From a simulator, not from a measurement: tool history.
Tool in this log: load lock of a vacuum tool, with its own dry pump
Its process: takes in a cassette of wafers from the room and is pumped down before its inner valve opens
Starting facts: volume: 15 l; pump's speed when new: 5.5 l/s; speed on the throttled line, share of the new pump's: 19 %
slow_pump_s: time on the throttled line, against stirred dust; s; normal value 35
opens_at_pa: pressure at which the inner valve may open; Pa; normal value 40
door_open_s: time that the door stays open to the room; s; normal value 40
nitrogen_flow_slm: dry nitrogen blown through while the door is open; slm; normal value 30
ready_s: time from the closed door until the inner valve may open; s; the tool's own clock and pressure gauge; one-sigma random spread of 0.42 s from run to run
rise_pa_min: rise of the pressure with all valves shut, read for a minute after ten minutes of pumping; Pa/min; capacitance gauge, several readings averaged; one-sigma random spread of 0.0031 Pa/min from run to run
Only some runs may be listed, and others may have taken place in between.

run	hour	slow_pump_s	opens_at_pa	door_open_s	nitrogen_flow_slm	incoming humidity of the room's air, %	ready_s	rise_pa_min
1	0	35	40	40	30	42.1	49.7	0.06
2	431.9	35	40	40	30	45.4	49.5	0.068
3	923.2	35	40	40	30	43.4	49.3	0.065
4	1422.4	35	40	40	30	45.2	50.9	0.069
5	1856.1	35	40	40	30	43.7	51	0.069
6	2339.8	35	40	40	30	44.9	51.1	0.071
7	2647.7	35	40	40	30	44.6	50.8	0.079
8	3134.1	35	40	40	30	45.8	50.6	0.082
9	3445.7	35	40	40	30	45.4	52	0.08
10	3787.1	35	40	40	30	42.1	52	0.082
11	4138	35	40	206	30	47	51.2	0.143
12	4607.1	35	40	206	30	50.6	51.8	0.156
13	5059.2	35	58	33	30	44.5	50.4	0.097
14	5377.6	19	58	40	30	46	37.7	0.097
15	5955.8	19	58	40	30	44.4	38.9	0.106
16	6470.7	19	58	40	30	43.2	39.6	0.107
17	6778.7	19	58	40	30	42	38.4	0.109
18	7035.8	45	58	40	30	45.7	59.7	0.115
19	7439.4	45	58	40	30	45.8	59.2	0.119
20	7701.6	46	29	40	29	47.3	63	0.118
21	8098.4	46	29	36	29	44	63.2	0.131
22	8403.1	47	77	178	29	45.5	60.8	0.18

Run 23 has not been measured yet. What should we expect?
23	8885.9	47	77	178	29	42.3	?	?

{"run 23": {"ready_s": 60.9, "rise_pa_min": 0.176}}
With the hidden condition absent and the run-to-run variation left alone, this run would have shown ready_s 57.8 s, rise_pa_min 0.098 Pa/min.

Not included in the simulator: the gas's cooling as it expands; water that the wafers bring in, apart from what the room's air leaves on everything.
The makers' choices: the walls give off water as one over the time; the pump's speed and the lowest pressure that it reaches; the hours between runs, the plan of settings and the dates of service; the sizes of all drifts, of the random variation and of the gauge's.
